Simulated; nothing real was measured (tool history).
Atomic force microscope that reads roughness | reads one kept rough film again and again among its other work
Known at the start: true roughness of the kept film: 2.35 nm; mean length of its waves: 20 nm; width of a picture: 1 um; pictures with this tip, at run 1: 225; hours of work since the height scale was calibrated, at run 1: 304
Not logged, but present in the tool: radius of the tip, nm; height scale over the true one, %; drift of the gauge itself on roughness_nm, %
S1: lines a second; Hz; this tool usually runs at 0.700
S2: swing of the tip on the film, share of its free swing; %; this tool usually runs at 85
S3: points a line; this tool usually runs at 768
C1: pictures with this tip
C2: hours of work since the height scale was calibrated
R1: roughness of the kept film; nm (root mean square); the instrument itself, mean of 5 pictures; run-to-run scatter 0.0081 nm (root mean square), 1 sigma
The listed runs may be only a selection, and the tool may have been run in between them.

Run 1, hour 0.0: usual settings; C1 225; C2 304. Result: R1 1.537 nm (root mean square).
Run 2, hour 10.9: usual settings; C1 240; C2 311. Result: R1 1.516 nm (root mean square).
Run 3, hour 21.2: usual settings; C1 253; C2 316. Result: R1 1.513 nm (root mean square).
Run 4, hour 27.5: usual settings; C1 261; C2 320. Result: R1 1.503 nm (root mean square).
Run 5, hour 39.3: usual settings but S3 408; C1 277; C2 326. Result: R1 1.475 nm (root mean square).
Run 6, hour 51.0: usual settings but S3 408; C1 292; C2 333. Result: R1 1.463 nm (root mean square).
Run 7, hour 62.3: usual settings but S3 408; C1 307; C2 339. Result: R1 1.456 nm (root mean square).
Run 8, hour 72.9: usual settings but S3 375; C1 321; C2 345. Result: R1 1.437 nm (root mean square).
Run 9, hour 80.5: usual settings but S3 375; C1 331; C2 349. Result: R1 1.439 nm (root mean square).
Run 10, hour 90.1: usual settings but S3 375; C1 343; C2 354. Result: R1 1.439 nm (root mean square).
Run 11, hour 102.1: usual settings but S1 2.867 Hz; C1 359; C2 361. Result: R1 1.186 nm (root mean square).
Run 12, hour 108.1: usual settings but S1 2.867 Hz; C1 367; C2 364. Result: R1 1.180 nm (root mean square).
At hour 116.8: new tip fitted.
Run 13, hour 121.4: usual settings but S1 2.867 Hz; C1 6; C2 371. Result: R1 1.427 nm (root mean square).
Run 14, hour 131.6: usual settings but S1 2.867 Hz; C1 19; C2 377. Result: R1 1.410 nm (root mean square).
At hour 133.9: height scale calibrated on a step standard.
Run 15, hour 142.1: usual settings; C1 31; C2 5. Result: R1 1.714 nm (root mean square).
Run 16, hour 150.2: usual settings but S2 72 %; C1 42; C2 9. Result: R1 1.760 nm (root mean square).
At hour 154.3: height scale calibrated on a step standard, once more.
Run 17, hour 158.7: usual settings but S2 72 %; C1 52; C2 2. Result: R1 1.762 nm (root mean square).
Run 18, hour 170.5: usual settings but S1 0.501 Hz, S2 72 %; C1 67; C2 9. Result: R1 1.762 nm (root mean square).
Run 19, hour 182.4: usual settings but S1 0.501 Hz, S2 62 %; C1 83; C2 16. Result: R1 1.755 nm (root mean square).
Run 20, hour 196.3: usual settings but S1 0.501 Hz, S2 62 %; C1 101; C2 23. Result: R1 1.750 nm (root mean square).
Run 21, hour 202.1: usual settings but S1 0.501 Hz, S2 55 %; C1 109; C2 27. Result: R1 1.749 nm (root mean square).
Run 22, hour 210.3: usual settings but S1 0.501 Hz, S2 55 %; C1 119; C2 31. Result: R1 1.759 nm (root mean square).
Run 23, hour 222.9: usual settings but S3 640; C1 136; C2 38. Result: R1 1.612 nm (root mean square).
Run 24, hour 230.5: usual settings but S3 640; C1 146; C2 42. Result: R1 1.612 nm (root mean square).
Run 25, hour 238.8: usual settings but S3 640; C1 157; C2 47. Result: R1 1.586 nm (root mean square).
Run 26, hour 250.8: usual settings but S3 640; C1 172; C2 54. Result: R1 1.588 nm (root mean square).
Run 27, hour 260.2: usual settings but S1 0.775 Hz, S2 68 %, S3 878; C1 185; C2 59. Result: R1 1.649 nm (root mean square).
Run 28, hour 267.3: usual settings but S1 0.823 Hz, S2 82 %, S3 337; C1 194; C2 63. Result: R1 1.544 nm (root mean square).
Run 29, hour 278.5: usual settings but S1 2.321 Hz, S2 73 %, S3 920; C1 209; C2 69. Result: R1 1.476 nm (root mean square).
Run 30, hour 287.7: usual settings but S3 380; C1 221; C2 74. Result: R1 1.532 nm (root mean square).
Run 31, hour 295.5: usual settings but S1 1.788 Hz, S2 75 %, S3 266; C1 231; C2 78. Result: R1 1.433 nm (root mean square).
Run 32, hour 302.5: usual settings but S1 1.788 Hz, S2 75 %, S3 266; C1 240; C2 82. Result: R1 1.430 nm (root mean square).
Run 33, hour 311.0: usual settings but S1 3.772 Hz, S2 80 %, S3 266; C1 251; C2 87. Result: R1 1.211 nm (root mean square).
Run 34, hour 323.7: usual settings but S1 1.025 Hz, S3 531; C1 268; C2 94. Result: R1 1.455 nm (root mean square).
Run 35, hour 337.8: usual settings but S2 65 %, S3 436; C1 286; C2 102. Result: R1 1.545 nm (root mean square).
Run 36, hour 350.1: usual settings but S1 1.644 Hz, S2 65 %; C1 302; C2 108. Result: R1 1.497 nm (root mean square).
Run 37, hour 362.4: usual settings but S1 1.644 Hz, S2 65 %, S3 280; C1 318; C2 115. Result: R1 1.453 nm (root mean square).
Run 38, hour 371.0: usual settings but S1 1.644 Hz, S2 65 %, S3 280; C1 330; C2 120. Result: R1 1.438 nm (root mean square).
Run 39, hour 384.0: usual settings but S1 1.644 Hz, S2 65 %, S3 280; C1 347; C2 127. Result: R1 1.428 nm (root mean square).
Run 40, hour 393.8: usual settings but S1 1.644 Hz, S2 65 %, S3 280; C1 360; C2 133. Result: R1 1.421 nm (root mean square).
Run 41, hour 405.6: usual settings but S1 2.663 Hz, S2 65 %, S3 417; C1 375; C2 139. Result: R1 1.372 nm (root mean square).
At hour 408.3: new tip fitted.
Run 42, hour 415.7: usual settings but S1 0.621 Hz, S2 80 %, S3 425; C1 10; C2 145. Result: R1 1.763 nm (root mean square).
Run 43, hour 421.8: usual settings but S2 57 %; C1 18; C2 148. Result: R1 1.841 nm (root mean square).
Run 44, hour 428.6: usual settings but S1 1.608 Hz, S2 74 %, S3 287; C1 26; C2 152. Result: R1 1.652 nm (root mean square).
Run 45, hour 434.9: usual settings but S1 0.600 Hz, S2 70 %, S3 375; C1 35; C2 155. Result: R1 1.773 nm (root mean square).
Run 46, hour 445.7: usual settings but S1 0.600 Hz, S2 70 %, S3 375; C1 49; C2 161. Result: R1 1.767 nm (root mean square).
Run 47, hour 459.0: usual settings but S1 2.085 Hz, S2 74 %, S3 629; C1 66; C2 169. Result: R1 1.602 nm (root mean square).
Run 48, hour 465.7: usual settings but S1 2.552 Hz, S2 74 %, S3 629; C1 75; C2 172. Result: R1 1.562 nm (root mean square).
Run 49, hour 471.4: usual settings but S1 0.856 Hz, S2 69 %, S3 685; C1 83; C2 175. Result: R1 1.728 nm (root mean square).
Run 50, hour 485.0: usual settings but S1 0.856 Hz, S2 69 %, S3 685; C1 100; C2 183. Result: R1 1.697 nm (root mean square).

Each run again, without the hidden state but with its own random variation kept:
run     R1
  1  1.767
  2  1.758
  3  1.766
  4  1.762
  5  1.745
  6  1.743
  7  1.748
  8  1.737
  9  1.750
 10  1.758
 11  1.461
 12  1.460
 13  1.455
 14  1.447
 15  1.775
 16  1.834
 17  1.837
 18  1.852
 19  1.862
 20  1.872
 21  1.880
 22  1.900
 23  1.758
 24  1.767
 25  1.750
 26  1.767
 27  1.847
 28  1.739
 29  1.676
 30  1.751
 31  1.647
 32  1.651
 33  1.407
 34  1.706
 35  1.829
 36  1.788
 37  1.752
 38  1.743
 39  1.744
 40  1.747
 41  1.699
 42  1.779
 43  1.867
 44  1.683
 45  1.816
 46  1.828
 47  1.674
 48  1.641
 49  1.823
 50  1.808
